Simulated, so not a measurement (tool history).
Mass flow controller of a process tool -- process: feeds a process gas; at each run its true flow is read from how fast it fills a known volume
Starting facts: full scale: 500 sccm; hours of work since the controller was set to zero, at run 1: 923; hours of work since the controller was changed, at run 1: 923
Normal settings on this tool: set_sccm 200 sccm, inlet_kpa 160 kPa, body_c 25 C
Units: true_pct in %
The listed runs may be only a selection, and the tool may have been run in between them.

run,day,set_sccm,inlet_kpa,body_c,hours of work since the controller was set to zero,hours of work since the controller was changed,true_pct
1,0,200,160,25,923,923,97.92
2,4.917,200,160,25,1007,1007,97.99
3,9.383,200,279,25,1084,1084,97.45
4,16.446,200,279,25,1205,1205,97.32
5,20.521,200,279,25,1276,1276,97.34
6,25.858,200,279,25,1367,1367,97.44
7,30.704,200,279,25,1451,1451,97.18
8,35.975,200,279,25,1541,1541,97.2
9,40.838,200,279,25,1625,1625,97.25
10,46.071,200,160,25,1715,1715,97.4
11,51.204,200,160,25,1803,1803,97.38
12,54.771,200,160,25,1865,1865,97.53
13,61.25,200,160,25,1976,1976,97.47
14,66.108,200,160,25,2060,2060,97.36
15,70.333,200,160,25,2132,2132,97.36
16,74.042,200,160,25,2196,2196,97.26
17,80.8,200,160,25,2312,2312,97.09
# day 81.183: controller's zero set anew
18,85.288,200,270,25,71,2389,96.69
19,91.762,200,167,25,182,2501,96.9
20,95.058,200,160,25,239,2557,96.82
21,99.688,93,160,25,318,2637,95.48
22,105.004,93,160,25,410,2729,95.19
23,108.467,93,160,25,469,2788,95.27
# day 108.871: controller's zero set anew, once more
24,114.996,142,159,33,105,2900,98.18
25,118.762,142,159,33,170,2965,98.07
26,125.292,142,159,33,282,3077,98.01
27,130.717,142,159,33,376,3170,97.84
28,133.854,143,154,28,430,3224,97.22
29,137.579,143,154,28,494,3289,97.28
30,142.317,108,168,22,575,3370,96.25
31,147.571,206,201,27,666,3460,97.16
32,152.883,243,146,24,757,3552,97.47
33,157.442,191,160,29,836,3630,97.48
34,163.733,131,143,20,944,3738,95.94
35,167.829,184,190,27,1014,3809,97.07
36,172.221,184,190,27,1090,3884,97.07
37,177.725,200,246,27,1184,3979,96.72
38,181.667,54,183,27,1252,4047,95.41
39,187.242,74,160,37,1348,4143,97.06
40,190.521,74,160,37,1405,4199,96.91
41,196.267,74,160,37,1503,4298,96.8
42,199.258,200,157,36,1555,4350,98.08
43,205.025,64,160,31,1654,4449,95.67
44,211.262,113,214,22,1761,4556,95.33
45,214.562,113,205,24,1818,4613,95.52
46,220.142,121,175,21,1914,4709,95.26

Pick out some run-to-run changes in true_pct. Of each, how much would a tool without hidden state show as well, from the settings, what came in and chance, and how much is left for the hidden state and any gauge scatter not in both results compared?
The tool's hidden condition here consists of: flow at rest that the sensor doesn't see, % of full scale; true flow over the shown one, %; drift of the gauge itself on true_pct, %.
Run 20 -> 21: set_sccm 200 -> 93. true_pct -1.34 %: hidden state -0.91, all else -0.43.
Run 23 -> 24: set_sccm 93 -> 142, inlet_kpa 160 -> 159, body_c 25 -> 33, controller's zero set anew, once more. true_pct +2.91 %: hidden state +1.63, all else +1.28.
Run 38 -> 39: set_sccm 54 -> 74, inlet_kpa 183 -> 160, body_c 27 -> 37. true_pct +1.65 %: hidden state +0.18, all else +1.47.
Run 42 -> 43: set_sccm 200 -> 64, inlet_kpa 157 -> 160, body_c 36 -> 31. true_pct -2.41 %: hidden state -0.78, all else -1.63.
